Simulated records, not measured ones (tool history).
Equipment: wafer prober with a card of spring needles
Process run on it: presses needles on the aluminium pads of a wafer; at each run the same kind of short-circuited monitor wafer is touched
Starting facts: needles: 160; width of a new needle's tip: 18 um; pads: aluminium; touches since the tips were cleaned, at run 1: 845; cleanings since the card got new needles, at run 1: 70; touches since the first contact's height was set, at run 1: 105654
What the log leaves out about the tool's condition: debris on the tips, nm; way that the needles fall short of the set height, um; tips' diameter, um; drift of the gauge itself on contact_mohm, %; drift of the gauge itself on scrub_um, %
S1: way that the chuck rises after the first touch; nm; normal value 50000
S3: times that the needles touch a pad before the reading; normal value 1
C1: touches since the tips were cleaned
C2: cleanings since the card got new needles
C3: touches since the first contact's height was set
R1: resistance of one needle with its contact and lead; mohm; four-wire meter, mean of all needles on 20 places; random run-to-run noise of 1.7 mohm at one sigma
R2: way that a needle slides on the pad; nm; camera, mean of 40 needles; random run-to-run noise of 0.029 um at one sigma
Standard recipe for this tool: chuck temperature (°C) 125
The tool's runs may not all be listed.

Run 1, day 0: usual settings; C1 845; C2 70; C3 105654. Result: R1 570 mohm, R2 9330 nm.
At day 0.188: tips cleaned on abrasive film.
At day 0.438: tips cleaned on abrasive film.
At day 0.746: tips cleaned on abrasive film.
At day 1.058: tips cleaned on abrasive film.
At day 1.367: tips cleaned on abrasive film.
At day 1.679: tips cleaned on abrasive film.
Run 2, day 1.775: usual settings; C1 1277; C2 76; C3 128361. Result: R1 641 mohm, R2 9340 nm.
At day 1.962: tips cleaned on abrasive film.
At day 2.275: tips cleaned on abrasive film.
At day 2.583: tips cleaned on abrasive film.
At day 2.896: tips cleaned on abrasive film.
At day 3.204: tips cleaned on abrasive film.
At day 3.517: tips cleaned on abrasive film.
Run 3, day 3.717: usual settings; C1 2587; C2 82; C3 153180. Result: R1 906 mohm, R2 9290 nm.
At day 3.779: tips cleaned on abrasive film.
At day 4.029: tips cleaned on abrasive film.
At day 4.338: tips cleaned on abrasive film.
At day 4.65: tips cleaned on abrasive film.
At day 4.783: height of the first contact set anew.
At day 4.971: tips cleaned on abrasive film.
At day 5.283: tips cleaned on abrasive film.
Run 4, day 5.362: usual settings but chuck temperature (°C) 96; C1 1012; C2 88; C3 7364. Result: R1 636 mohm, R2 9570 nm.
At day 5.55: tips cleaned on abrasive film.
At day 5.858: tips cleaned on abrasive film.
At day 6.171: tips cleaned on abrasive film.
At day 6.417: tips cleaned on abrasive film.
At day 6.729: tips cleaned on abrasive film.
At day 7.038: tips cleaned on abrasive film.
At day 7.35: tips cleaned on abrasive film.
Run 5, day 7.467: usual settings but chuck temperature (°C) 90; C1 1505; C2 95; C3 34279. Result: R1 725 mohm, R2 9500 nm.
At day 7.654: tips cleaned on abrasive film.
At day 7.962: tips cleaned on abrasive film.
At day 8.275: tips cleaned on abrasive film.
At day 8.525: tips cleaned on abrasive film.
At day 8.833: tips cleaned on abrasive film.
At day 9.142: tips cleaned on abrasive film.
At day 9.392: tips cleaned on abrasive film.
At day 9.704: tips cleaned on abrasive film.
At day 10.012: tips cleaned on abrasive film.
At day 10.325: tips cleaned on abrasive film.
At day 10.633: tips cleaned on abrasive film.
At day 10.883: tips cleaned on abrasive film.
At day 11.192: tips cleaned on abrasive film.
Run 6, day 11.317: usual settings but chuck temperature (°C) 90; C1 1625; C2 108; C3 83545. Result: R1 762 mohm, R2 9400 nm.
At day 11.446: tips cleaned on abrasive film.
At day 11.754: tips cleaned on abrasive film.
At day 12.062: tips cleaned on abrasive film.
At day 12.375: tips cleaned on abrasive film.
At day 12.683: tips cleaned on abrasive film.
At day 12.933: tips cleaned on abrasive film.
At day 13.246: tips cleaned on abrasive film.
Run 7, day 13.254: usual settings but chuck temperature (°C) 67; C1 102; C2 115; C3 108243. Result: R1 325 mohm, R2 9350 nm.
At day 13.5: tips cleaned on abrasive film.
At day 13.812: tips cleaned on abrasive film.
At day 14.121: tips cleaned on abrasive film.
At day 14.433: tips cleaned on abrasive film.
At day 14.742: tips cleaned on abrasive film.
At day 15.054: tips cleaned on abrasive film.
At day 15.362: tips cleaned on abrasive film.
At day 15.675: tips cleaned on abrasive film.
At day 15.983: tips cleaned on abrasive film.
Run 8, day 16.162: usual settings but chuck temperature (°C) 67; C1 2291; C2 124; C3 145471. Result: R1 965 mohm, R2 9350 nm.
At day 16.288: tips cleaned on abrasive film.
At day 16.596: tips cleaned on abrasive film.
At day 16.908: tips cleaned on abrasive film.
At day 17.217: tips cleaned on abrasive film.
At day 17.529: tips cleaned on abrasive film.
At day 17.838: tips cleaned on abrasive film.
At day 17.85: height of the first contact set anew.
Run 9, day 17.988: usual settings but chuck temperature (°C) 49; C1 1777; C2 130; C3 1777. Result: R1 822 mohm, R2 9580 nm.
At day 18.117: tips cleaned on abrasive film.
At day 18.425: tips cleaned on abrasive film.
At day 18.733: tips cleaned on abrasive film.
At day 18.983: tips cleaned on abrasive film.
At day 19.296: tips cleaned on abrasive film.
At day 19.604: tips cleaned on abrasive film.
At day 19.854: tips cleaned on abrasive film.
At day 20.162: tips cleaned on abrasive film.
Run 10, day 20.325: usual settings but chuck temperature (°C) 28; C1 2097; C2 138; C3 31663. Result: R1 902 mohm, R2 9520 nm.
At day 20.454: tips cleaned on abrasive film.
At day 20.7: tips cleaned on abrasive film.
At day 21.012: tips cleaned on abrasive film.
At day 21.321: tips cleaned on abrasive film.
At day 21.633: tips cleaned on abrasive film.
At day 21.942: tips cleaned on abrasive film.
At day 22.254: tips cleaned on abrasive film.
At day 22.562: tips cleaned on abrasive film.
At day 22.875: tips cleaned on abrasive film.
At day 23.183: tips cleaned on abrasive film.
At day 23.496: tips cleaned on abrasive film.
Run 11, day 23.579: usual settings but chuck temperature (°C) 28; C1 1109; C2 149; C3 73266. Result: R1 721 mohm, R2 9420 nm.
At day 23.767: tips cleaned on abrasive film.
At day 24.079: tips cleaned on abrasive film.
At day 24.388: tips cleaned on abrasive film.
At day 24.7: tips cleaned on abrasive film.
At day 25.008: tips cleaned on abrasive film.
At day 25.321: tips cleaned on abrasive film.
At day 25.629: tips cleaned on abrasive film.
At day 25.942: tips cleaned on abrasive film.
At day 26.25: tips cleaned on abrasive film.
At day 26.562: tips cleaned on abrasive film.
At day 26.871: tips cleaned on abrasive film.
Run 12, day 27.029: usual settings but chuck temperature (°C) 37; C1 2062; C2 160; C3 117411. Result: R1 968 mohm, R2 9360 nm.
At day 27.158: tips cleaned on abrasive film.
At day 27.467: tips cleaned on abrasive film.
At day 27.775: tips cleaned on abrasive film.
At day 28.088: tips cleaned on abrasive film.
At day 28.338: tips cleaned on abrasive film.
At day 28.646: tips cleaned on abrasive film.
At day 28.958: tips cleaned on abrasive film.
At day 29.267: tips cleaned on abrasive film.
At day 29.579: tips cleaned on abrasive film.
At day 29.888: tips cleaned on abrasive film.
At day 30.188: tips cleaned on abrasive film.
Run 13, day 30.188: usual settings but chuck temperature (°C) 37; C1 0; C2 171; C3 157778. Result: R1 258 mohm, R2 9240 nm.
At day 30.5: tips cleaned on abrasive film.
At day 30.808: tips cleaned on abrasive film.
At day 30.946: height of the first contact set anew.
At day 31.071: tips cleaned on abrasive film.
At day 31.379: tips cleaned on abrasive film.
At day 31.692: tips cleaned on abrasive film.
At day 32: tips cleaned on abrasive film.
At day 32.312: tips cleaned on abrasive film.
At day 32.621: tips cleaned on abrasive film.
At day 32.933: tips cleaned on abrasive film.
At day 33.242: tips cleaned on abrasive film.
At day 33.554: tips cleaned on abrasive film.
At day 33.862: tips cleaned on abrasive film.
Run 14, day 33.942: usual settings but chuck temperature (°C) 37; C1 1000; C2 183; C3 38319. Result: R1 758 mohm, R2 9550 nm.
At day 34.129: tips cleaned on abrasive film.
At day 34.438: tips cleaned on abrasive film.
At day 34.75: tips cleaned on abrasive film.
At day 35.058: tips cleaned on abrasive film.
At day 35.371: tips cleaned on abrasive film.
At day 35.679: tips cleaned on abrasive film.
At day 35.992: tips cleaned on abrasive film.
At day 36.3: tips cleaned on abrasive film.
At day 36.612: tips cleaned on abrasive film.
At day 36.921: tips cleaned on abrasive film.
At day 37.233: tips cleaned on abrasive film.
At day 37.542: tips cleaned on abrasive film.
At day 37.85: tips cleaned on abrasive film.
Run 15, day 37.967: usual settings but chuck temperature (°C) 37; C1 1493; C2 196; C3 89834. Result: R1 875 mohm, R2 9380 nm.
At day 38.154: tips cleaned on abrasive film.
At day 38.404: tips cleaned on abrasive film.
At day 38.712: tips cleaned on abrasive film.
At day 39.025: tips cleaned on abrasive film.
At day 39.333: tips cleaned on abrasive film.
At day 39.646: tips cleaned on abrasive film.
At day 39.954: tips cleaned on abrasive film.
At day 40.267: tips cleaned on abrasive film.
Run 16, day 40.479: usual settings but chuck temperature (°C) 37; C1 2758; C2 204; C3 121970. Result: R1 1153 mohm, R2 9350 nm.
At day 40.546: tips cleaned on abrasive film.
At day 40.792: tips cleaned on abrasive film.
At day 41.104: tips cleaned on abrasive film.
At day 41.354: tips cleaned on abrasive film.
At day 41.662: tips cleaned on abrasive film.
At day 41.971: tips cleaned on abrasive film.
At day 42.283: tips cleaned on abrasive film.
At day 42.592: tips cleaned on abrasive film.
At day 42.904: tips cleaned on abrasive film.
At day 43.212: tips cleaned on abrasive film.
At day 43.525: tips cleaned on abrasive film.
At day 43.833: tips cleaned on abrasive film.
At day 44.029: height of the first contact set anew.
At day 44.158: tips cleaned on abrasive film.
Run 17, day 44.267: usual settings but S1 41000 nm, chuck temperature (°C) 29, S3 2; C1 1395; C2 217; C3 2983. Result: R1 825 mohm, R2 7850 nm.
At day 44.454: tips cleaned on abrasive film.
At day 44.762: tips cleaned on abrasive film.
At day 45.075: tips cleaned on abrasive film.
At day 45.383: tips cleaned on abrasive film.
At day 45.696: tips cleaned on abrasive film.
At day 46.004: tips cleaned on abrasive film.
At day 46.317: tips cleaned on abrasive film.
Run 18, day 46.4: usual settings but chuck temperature (°C) 115; C1 1127; C2 224; C3 30312. Result: R1 757 mohm, R2 9560 nm.

What if the next run were any one of these 4? Each begins from the tool's condition after run 18:
At day 46.588: tips cleaned on abrasive film.
At day 46.838: tips cleaned on abrasive film.
At day 47.15: tips cleaned on abrasive film.
At day 47.458: tips cleaned on abrasive film.
At day 47.771: tips cleaned on abrasive film.
At day 48.079: tips cleaned on abrasive film.
At day 48.392: tips cleaned on abrasive film.
At day 48.7: tips cleaned on abrasive film.
At day 49.012: tips cleaned on abrasive film.
At day 49.321: tips cleaned on abrasive film.
At day 49.571: tips cleaned on abrasive film.
At day 49.85: tips cleaned on abrasive film.
Run A, day 49.85: usual settings but S1 46000 nm, chuck temperature (°C) 27; C1 0; C2 236; C3 74390. Result: R1 ?, R2 ?.
At day 46.588: tips cleaned on abrasive film.
At day 46.838: tips cleaned on abrasive film.
At day 47.15: tips cleaned on abrasive film.
At day 47.458: tips cleaned on abrasive film.
At day 47.771: tips cleaned on abrasive film.
At day 48.079: tips cleaned on abrasive film.
At day 48.392: tips cleaned on abrasive film.
At day 48.7: tips cleaned on abrasive film.
At day 49.012: tips cleaned on abrasive film.
At day 49.321: tips cleaned on abrasive film.
At day 49.571: tips cleaned on abrasive film.
At day 49.85: tips cleaned on abrasive film.
Run B, day 49.85: usual settings but chuck temperature (°C) 115; C1 0; C2 236; C3 74390. Result: R1 ?, R2 ?.
At day 46.588: tips cleaned on abrasive film.
At day 46.838: tips cleaned on abrasive film.
At day 47.15: tips cleaned on abrasive film.
At day 47.458: tips cleaned on abrasive film.
At day 47.771: tips cleaned on abrasive film.
At day 48.079: tips cleaned on abrasive film.
At day 48.392: tips cleaned on abrasive film.
At day 48.7: tips cleaned on abrasive film.
At day 49.012: tips cleaned on abrasive film.
At day 49.321: tips cleaned on abrasive film.
At day 49.571: tips cleaned on abrasive film.
At day 49.85: tips cleaned on abrasive film.
Run C, day 49.85: usual settings but chuck temperature (°C) 28; C1 0; C2 236; C3 74390. Result: R1 ?, R2 ?.
At day 46.588: tips cleaned on abrasive film.
At day 46.838: tips cleaned on abrasive film.
At day 47.15: tips cleaned on abrasive film.
At day 47.458: tips cleaned on abrasive film.
At day 47.771: tips cleaned on abrasive film.
At day 48.079: tips cleaned on abrasive film.
At day 48.392: tips cleaned on abrasive film.
At day 48.7: tips cleaned on abrasive film.
At day 49.012: tips cleaned on abrasive film.
At day 49.321: tips cleaned on abrasive film.
At day 49.571: tips cleaned on abrasive film.
At day 49.85: tips cleaned on abrasive film.
Run D, day 49.85: usual settings; C1 0; C2 236; C3 74390. Result: R1 ?, R2 ?.

run   R1    R2
  A  281  8690
  B  267  9420
  C  258  9410
  D  271  9480
Take away the tool's hidden state, keep each run's random variation, and the runs would have read:
run   R1    R2
  A  148  8850
  B  166  9580
  C  145  9570
  D  170  9650
